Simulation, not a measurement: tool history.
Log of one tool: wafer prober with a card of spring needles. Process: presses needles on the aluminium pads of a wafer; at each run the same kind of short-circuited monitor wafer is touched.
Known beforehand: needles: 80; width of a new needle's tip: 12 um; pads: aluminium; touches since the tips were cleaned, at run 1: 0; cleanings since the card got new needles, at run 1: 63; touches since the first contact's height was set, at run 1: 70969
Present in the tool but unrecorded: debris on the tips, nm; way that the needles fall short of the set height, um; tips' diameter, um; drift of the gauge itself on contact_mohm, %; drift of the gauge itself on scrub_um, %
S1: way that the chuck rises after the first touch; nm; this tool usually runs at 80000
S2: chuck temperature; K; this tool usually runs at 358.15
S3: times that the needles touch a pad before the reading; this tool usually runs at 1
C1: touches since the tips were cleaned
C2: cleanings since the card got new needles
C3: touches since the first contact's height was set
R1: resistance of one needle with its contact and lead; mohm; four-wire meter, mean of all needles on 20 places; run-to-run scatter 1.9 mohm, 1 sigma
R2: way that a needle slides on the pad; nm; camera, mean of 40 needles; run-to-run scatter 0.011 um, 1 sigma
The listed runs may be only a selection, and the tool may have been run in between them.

Run 1, hour 0: usual settings; C1 0; C2 63; C3 70969. Result: R1 205 mohm, R2 17170 nm.
At hour 9.9: height of the first contact set anew.
At hour 15.9: tips cleaned on abrasive film.
At hour 30.9: tips cleaned on abrasive film.
Run 2, hour 32.6: usual settings; C1 389; C2 65; C3 5228. Result: R1 215 mohm, R2 17330 nm.
At hour 47.8: tips cleaned on abrasive film.
At hour 64.2: tips cleaned on abrasive film.
Run 3, hour 69.4: usual settings; C1 1211; C2 67; C3 13723. Result: R1 229 mohm, R2 17300 nm.
At hour 78.5: tips cleaned on abrasive film.
At hour 94.3: tips cleaned on abrasive film.
Run 4, hour 104.6: usual settings; C1 2396; C2 69; C3 21834. Result: R1 243 mohm, R2 17290 nm.
At hour 109.7: tips cleaned on abrasive film.
At hour 124: tips cleaned on abrasive film.
Run 5, hour 130.9: usual settings; C1 1595; C2 71; C3 27890. Result: R1 229 mohm, R2 17280 nm.
At hour 138.8: tips cleaned on abrasive film.
At hour 154: tips cleaned on abrasive film.
Run 6, hour 165.4: usual settings; C1 2656; C2 73; C3 35845. Result: R1 239 mohm, R2 17260 nm.
At hour 169.6: tips cleaned on abrasive film.
At hour 186.6: tips cleaned on abrasive film.
Run 7, hour 190.2: usual settings; C1 844; C2 75; C3 41548. Result: R1 219 mohm, R2 17230 nm.
At hour 202.2: tips cleaned on abrasive film.
At hour 216.5: tips cleaned on abrasive film.
Run 8, hour 217.1: usual settings; C1 130; C2 77; C3 47726. Result: R1 210 mohm, R2 17200 nm.
At hour 232: tips cleaned on abrasive film.
At hour 246: tips cleaned on abrasive film.
Run 9, hour 246: usual settings; C1 0; C2 79; C3 54384. Result: R1 204 mohm, R2 17190 nm.
At hour 260.4: tips cleaned on abrasive film.
Run 10, hour 264.3: usual settings; C1 905; C2 80; C3 58613. Result: R1 226 mohm, R2 17200 nm.
At hour 274.9: tips cleaned on abrasive film.
At hour 290.6: tips cleaned on abrasive film.
Run 11, hour 301.6: usual settings but S2 372.15 K; C1 2565; C2 82; C3 67229. Result: R1 241 mohm, R2 17180 nm.
At hour 306.9: tips cleaned on abrasive film.
At hour 321.6: tips cleaned on abrasive film.
At hour 326.8: height of the first contact set anew.
Run 12, hour 329.2: usual settings but S3 2; C1 1706; C2 84; C3 572. Result: R1 220 mohm, R2 17330 nm.
At hour 336.3: tips cleaned on abrasive film.
At hour 350.4: tips cleaned on abrasive film.
Run 13, hour 357.1: usual settings but S3 2; C1 1544; C2 86; C3 6983. Result: R1 218 mohm, R2 17320 nm.
At hour 364.4: tips cleaned on abrasive film.
Run 14, hour 376.1: usual settings; C1 2696; C2 87; C3 11366. Result: R1 244 mohm, R2 17320 nm.
At hour 378.9: tips cleaned on abrasive film.
At hour 393: tips cleaned on abrasive film.
Run 15, hour 393: usual settings but S1 88000 nm; C1 0; C2 89; C3 15241. Result: R1 204 mohm, R2 19040 nm.
At hour 408.8: tips cleaned on abrasive film.
At hour 423.8: tips cleaned on abrasive film.
Run 16, hour 426.3: usual settings but S1 88000 nm; C1 566; C2 91; C3 22917. Result: R1 210 mohm, R2 19010 nm.
At hour 438.1: tips cleaned on abrasive film.
Run 17, hour 451.1: usual settings but S1 82000 nm, S2 393.15 K; C1 3022; C2 92; C3 28658. Result: R1 249 mohm, R2 17700 nm.
At hour 453.1: tips cleaned on abrasive film.
At hour 469.6: tips cleaned on abrasive film.
Run 18, hour 480.7: usual settings but S1 71000 nm; C1 2578; C2 94; C3 35462. Result: R1 253 mohm, R2 15300 nm.
At hour 486.6: tips cleaned on abrasive film.
At hour 501.3: tips cleaned on abrasive film.
Run 19, hour 507.7: usual settings but S1 78000 nm, S2 322.15 K; C1 1485; C2 96; C3 41690. Result: R1 227 mohm, R2 16770 nm.
At hour 516.9: tips cleaned on abrasive film.
Run 20, hour 526: usual settings but S1 66000 nm, S2 333.15 K; C1 2098; C2 97; C3 45901. Result: R1 242 mohm, R2 14170 nm.
At hour 531.3: tips cleaned on abrasive film.
Run 21, hour 543.2: usual settings but S1 66000 nm, S2 333.15 K; C1 2754; C2 98; C3 49872. Result: R1 252 mohm, R2 14180 nm.
At hour 548.3: tips cleaned on abrasive film.
At hour 565.4: tips cleaned on abrasive film.
Run 22, hour 571.8: usual settings but S1 66000 nm, S2 333.15 K; C1 1471; C2 100; C3 56453. Result: R1 234 mohm, R2 14160 nm.
At hour 582: tips cleaned on abrasive film.
Run 23, hour 592.6: usual settings but S1 91000 nm, S2 299.15 K, S3 2; C1 2473; C2 101; C3 61268. Result: R1 211 mohm, R2 19570 nm.
At hour 597.6: tips cleaned on abrasive film.
At hour 613.5: tips cleaned on abrasive film.
Run 24, hour 618.2: usual settings but S1 84000 nm, S2 315.15 K; C1 1099; C2 103; C3 67155. Result: R1 219 mohm, R2 18030 nm.
At hour 629.6: tips cleaned on abrasive film.
At hour 645.1: tips cleaned on abrasive film.
At hour 645.4: height of the first contact set anew.
Run 25, hour 648.4: usual settings but S1 73000 nm, S2 314.15 K; C1 696; C2 105; C3 696. Result: R1 212 mohm, R2 15810 nm.
At hour 660.3: tips cleaned on abrasive film.
Run 26, hour 670.2: usual settings but S1 85000 nm, S2 341.15 K; C1 2313; C2 106; C3 5745. Result: R1 236 mohm, R2 18420 nm.
At hour 675.8: tips cleaned on abrasive film.
At hour 692.7: tips cleaned on abrasive film.
Run 27, hour 692.7: usual settings but S1 85000 nm, S2 321.15 K; C1 0; C2 108; C3 10899. Result: R1 196 mohm, R2 18390 nm.
At hour 708: tips cleaned on abrasive film.
At hour 722: tips cleaned on abrasive film.
Run 28, hour 729.3: usual settings but S2 375.15 K; C1 1697; C2 110; C3 19350. Result: R1 237 mohm, R2 17330 nm.
At hour 737.8: tips cleaned on abrasive film.
At hour 752.9: tips cleaned on abrasive film.
Run 29, hour 762: usual settings but S1 93000 nm, S2 323.15 K; C1 2107; C2 112; C3 26893. Result: R1 225 mohm, R2 20080 nm.

Selected run-to-run steps in R1, each split into two signed amounts: the part the tool would show with no hidden state at all (from settings, incoming material and random variation), and the remainder, which goes to the hidden state together with any gauge scatter not common to the measured and the hidden-state-free results:
Run 14 -> 15: S1 80000 -> 88000, tips cleaned on abrasive film, tips cleaned on abrasive film. R1 -40 mohm: hidden state -36, all else -4.
Run 26 -> 27: S2 341.15 -> 321.15, tips cleaned on abrasive film, tips cleaned on abrasive film. R1 -40 mohm: hidden state -35, all else -5.
Run 27 -> 28: S1 85000 -> 80000, S2 321.15 -> 375.15, tips cleaned on abrasive film, tips cleaned on abrasive film. R1 +41 mohm: hidden state +30, all else +11.

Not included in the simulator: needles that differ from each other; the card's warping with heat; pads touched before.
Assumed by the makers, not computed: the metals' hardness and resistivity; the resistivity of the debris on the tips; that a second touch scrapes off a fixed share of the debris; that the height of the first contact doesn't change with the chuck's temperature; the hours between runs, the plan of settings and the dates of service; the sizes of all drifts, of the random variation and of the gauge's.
